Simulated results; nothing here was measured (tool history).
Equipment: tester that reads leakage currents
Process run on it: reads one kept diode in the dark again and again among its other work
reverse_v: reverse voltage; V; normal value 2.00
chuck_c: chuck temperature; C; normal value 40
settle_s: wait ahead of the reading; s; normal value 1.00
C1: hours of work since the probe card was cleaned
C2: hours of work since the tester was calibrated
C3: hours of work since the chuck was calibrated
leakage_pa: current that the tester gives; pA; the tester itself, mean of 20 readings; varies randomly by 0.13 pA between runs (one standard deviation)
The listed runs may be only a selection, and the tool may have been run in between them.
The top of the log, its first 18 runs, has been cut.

{"run": 19, "hour": 1544.5, "reverse_v": 2.0, "chuck_c": 40, "settle_s": 1.0, "C1": 2763, "C2": 2902, "C3": 2014, "leakage_pa": 34.05}
{"run": 20, "hour": 1601.4, "reverse_v": 2.0, "chuck_c": 33, "settle_s": 1.0, "C1": 2803, "C2": 2942, "C3": 2054, "leakage_pa": 19.06}
{"run": 21, "hour": 1659.9, "reverse_v": 1.21, "chuck_c": 51, "settle_s": 1.0, "C1": 2844, "C2": 2983, "C3": 2096, "leakage_pa": 63.73}
{"hour": 1674.3, "done": "probe card cleaned and baked"}
{"hour": 1694.5, "done": "chuck's temperature calibrated"}
{"run": 22, "hour": 1727.7, "reverse_v": 15.43, "chuck_c": 34, "settle_s": 1.0, "C1": 36, "C2": 3027, "C3": 23, "leakage_pa": 75.57}
{"run": 23, "hour": 1839.5, "reverse_v": 15.43, "chuck_c": 34, "settle_s": 1.0, "C1": 115, "C2": 3106, "C3": 102, "leakage_pa": 74.46}
{"run": 24, "hour": 1915.8, "reverse_v": 2.0, "chuck_c": 40, "settle_s": 2.28, "C1": 169, "C2": 3160, "C3": 156, "leakage_pa": 38.89}
{"run": 25, "hour": 2014.4, "reverse_v": 7.12, "chuck_c": 40, "settle_s": 6.64, "C1": 239, "C2": 3230, "C3": 226, "leakage_pa": 77.03}
{"run": 26, "hour": 2116.5, "reverse_v": 6.07, "chuck_c": 33, "settle_s": 4.46, "C1": 311, "C2": 3302, "C3": 298, "leakage_pa": 38.32}
{"run": 27, "hour": 2170.3, "reverse_v": 12.17, "chuck_c": 34, "settle_s": 1.69, "C1": 349, "C2": 3340, "C3": 336, "leakage_pa": 62.93}
{"run": 28, "hour": 2288.9, "reverse_v": 5.7, "chuck_c": 40, "settle_s": 9.36, "C1": 432, "C2": 3423, "C3": 419, "leakage_pa": 67.25}
{"run": 29, "hour": 2405.8, "reverse_v": 6.34, "chuck_c": 23, "settle_s": 0.92, "C1": 515, "C2": 3506, "C3": 502, "leakage_pa": 17.76}
{"run": 30, "hour": 2514.8, "reverse_v": 1.03, "chuck_c": 28, "settle_s": 2.62, "C1": 592, "C2": 3583, "C3": 579, "leakage_pa": 9.12}
{"run": 31, "hour": 2634.5, "reverse_v": 4.88, "chuck_c": 43, "settle_s": 7.58, "C1": 676, "C2": 3667, "C3": 663, "leakage_pa": 78.18}
{"run": 32, "hour": 2695.5, "reverse_v": 6.37, "chuck_c": 37, "settle_s": 2.07, "C1": 719, "C2": 3710, "C3": 706, "leakage_pa": 55.23}
{"run": 33, "hour": 2796.5, "reverse_v": 6.37, "chuck_c": 37, "settle_s": 2.07, "C1": 790, "C2": 3782, "C3": 778, "leakage_pa": 54.38}
{"run": 34, "hour": 2909.2, "reverse_v": 6.37, "chuck_c": 37, "settle_s": 2.07, "C1": 870, "C2": 3861, "C3": 857, "leakage_pa": 54.46}
{"run": 35, "hour": 3020.8, "reverse_v": 16.76, "chuck_c": 28, "settle_s": 1.63, "C1": 949, "C2": 3940, "C3": 936, "leakage_pa": 44.12}
{"run": 36, "hour": 3106.4, "reverse_v": 17.34, "chuck_c": 37, "settle_s": 6.19, "C1": 1009, "C2": 4000, "C3": 996, "leakage_pa": 92.56}
{"run": 37, "hour": 3202.4, "reverse_v": 2.0, "chuck_c": 53, "settle_s": 0.5, "C1": 1077, "C2": 4068, "C3": 1064, "leakage_pa": 107.95}
{"run": 38, "hour": 3270.3, "reverse_v": 2.0, "chuck_c": 53, "settle_s": 0.5, "C1": 1125, "C2": 4116, "C3": 1112, "leakage_pa": 106.73}
{"run": 39, "hour": 3387.7, "reverse_v": 9.14, "chuck_c": 41, "settle_s": 0.5, "C1": 1208, "C2": 4199, "C3": 1195, "leakage_pa": 96.22}
{"run": 40, "hour": 3504.4, "reverse_v": 1.43, "chuck_c": 40, "settle_s": 0.95, "C1": 1290, "C2": 4281, "C3": 1277, "leakage_pa": 30.24}

Alternative continuations, all from the tool just after run 40; predict every row:
{"run": "A", "hour": 3591.8, "reverse_v": 11.61, "chuck_c": 40, "settle_s": 0.53, "C1": 1352, "C2": 4343, "C3": 1339, "leakage_pa": "?"}
{"run": "B", "hour": 3591.8, "reverse_v": 1.1, "chuck_c": 40, "settle_s": 8.19, "C1": 1352, "C2": 4343, "C3": 1339, "leakage_pa": "?"}
{"run": "C", "hour": 3591.8, "reverse_v": 1.43, "chuck_c": 30, "settle_s": 1.03, "C1": 1352, "C2": 4343, "C3": 1339, "leakage_pa": "?"}

run=A leakage_pa=100.76
run=B leakage_pa=25.78
run=C leakage_pa=12.67
The same runs, with their run-to-run variation unchanged, on a tool lacking any hidden condition would have given:
run=A leakage_pa=108.83
run=B leakage_pa=28.29
run=C leakage_pa=13.84

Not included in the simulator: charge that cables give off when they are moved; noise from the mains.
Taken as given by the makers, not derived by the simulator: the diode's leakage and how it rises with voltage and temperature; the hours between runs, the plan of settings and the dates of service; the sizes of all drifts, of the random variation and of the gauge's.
